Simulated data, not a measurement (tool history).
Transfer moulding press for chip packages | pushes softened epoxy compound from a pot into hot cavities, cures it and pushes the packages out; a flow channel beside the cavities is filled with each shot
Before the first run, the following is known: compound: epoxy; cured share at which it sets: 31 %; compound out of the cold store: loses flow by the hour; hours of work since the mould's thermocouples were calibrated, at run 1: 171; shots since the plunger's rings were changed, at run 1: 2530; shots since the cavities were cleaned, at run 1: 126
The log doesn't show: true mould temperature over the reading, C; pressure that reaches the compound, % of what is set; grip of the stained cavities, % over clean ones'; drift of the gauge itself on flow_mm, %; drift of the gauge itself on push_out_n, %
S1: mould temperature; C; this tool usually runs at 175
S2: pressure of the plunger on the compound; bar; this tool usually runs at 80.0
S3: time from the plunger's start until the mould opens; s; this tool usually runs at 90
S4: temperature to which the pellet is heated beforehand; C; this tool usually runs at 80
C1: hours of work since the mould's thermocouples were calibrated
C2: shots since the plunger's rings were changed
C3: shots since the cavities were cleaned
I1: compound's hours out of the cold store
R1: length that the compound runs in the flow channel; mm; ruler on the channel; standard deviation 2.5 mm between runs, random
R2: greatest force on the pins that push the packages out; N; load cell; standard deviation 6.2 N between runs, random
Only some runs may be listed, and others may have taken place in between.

run,hour,S1,S2,S3,S4,C1,C2,C3,I1,R1,R2
1,0.0,175,80.0,90,80,171,2530,126,33.8,468,256
2,13.7,175,80.0,90,80,179,2698,294,45.7,433,271
3,27.4,175,80.0,90,80,187,2867,463,43.0,446,290
# hour 44.2: cavities cleaned with cleaning compound and waxed
4,53.5,175,80.0,90,80,202,3171,116,48.0,429,247
5,70.0,175,80.0,90,80,211,3374,319,39.8,451,273
6,87.1,175,80.0,90,80,221,3585,530,35.0,460,304
# hour 99.2: cavities cleaned with cleaning compound and waxed
7,102.2,175,80.0,90,80,229,3752,37,15.1,517,242
# hour 117.6: plunger's sealing rings changed
8,125.4,175,80.0,90,80,242,96,292,17.1,528,264
9,147.1,175,80.0,90,80,254,364,560,13.9,540,303
# hour 156.0: cavities cleaned with cleaning compound and waxed
10,163.5,175,80.0,90,80,263,547,93,44.4,445,225
11,179.9,175,80.0,90,80,273,750,296,16.9,530,273
12,202.7,175,80.0,90,80,286,1031,577,10.2,542,297
# hour 210.2: cavities cleaned with cleaning compound and waxed
13,228.2,175,80.0,90,80,300,1326,222,10.7,543,274
14,239.6,175,80.0,123,80,307,1466,362,47.7,438,255
# hour 263.8: cavities cleaned with cleaning compound and waxed
15,265.8,175,80.0,123,80,321,1771,25,40.6,455,213
16,290.8,175,80.0,123,80,336,2078,332,24.4,496,240
17,304.7,172,73.8,123,80,344,2250,504,39.6,438,263
# hour 318.3: cavities cleaned with cleaning compound and waxed
18,332.7,169,80.0,90,89,359,2577,178,46.8,440,319
19,357.3,177,80.0,129,80,374,2880,481,28.7,483,260
# hour 372.9: cavities cleaned with cleaning compound and waxed
20,378.5,173,80.0,88,80,385,3123,69,20.0,503,264
21,403.0,173,80.0,88,80,400,3424,370,27.2,480,307
# hour 427.1: cavities cleaned with cleaning compound and waxed
22,427.1,173,80.0,88,80,413,3703,0,33.7,462,250
23,440.3,175,86.2,73,80,421,3866,163,27.1,495,359
# hour 447.5: plunger's sealing rings changed
24,460.0,175,86.2,73,80,431,153,374,12.4,558,421
25,475.8,173,80.0,90,71,440,349,570,37.3,468,315
# hour 483.8: cavities cleaned with cleaning compound and waxed
26,494.2,175,80.0,90,78,450,556,127,8.9,544,249
27,507.7,175,80.0,90,78,458,723,294,38.2,462,266
28,518.5,175,80.0,107,89,464,855,426,25.1,492,249

Hidden state or all else? Some run-to-run changes of R1, split into what the settings, what came in and random variation would give without the hidden state, and what is left for the hidden state (with any gauge scatter that isn't in both results):
Run 7 -> 8: plunger's sealing rings changed. R1 +11 mm: hidden state +20, all else -9.
Run 9 -> 10: cavities cleaned with cleaning compound and waxed. R1 -95 mm: hidden state -1, all else -94.
Run 13 -> 14: S3 90 -> 123. R1 -105 mm: hidden state +2, all else -107.
Run 23 -> 24: plunger's sealing rings changed. R1 +63 mm: hidden state +17, all else +46.
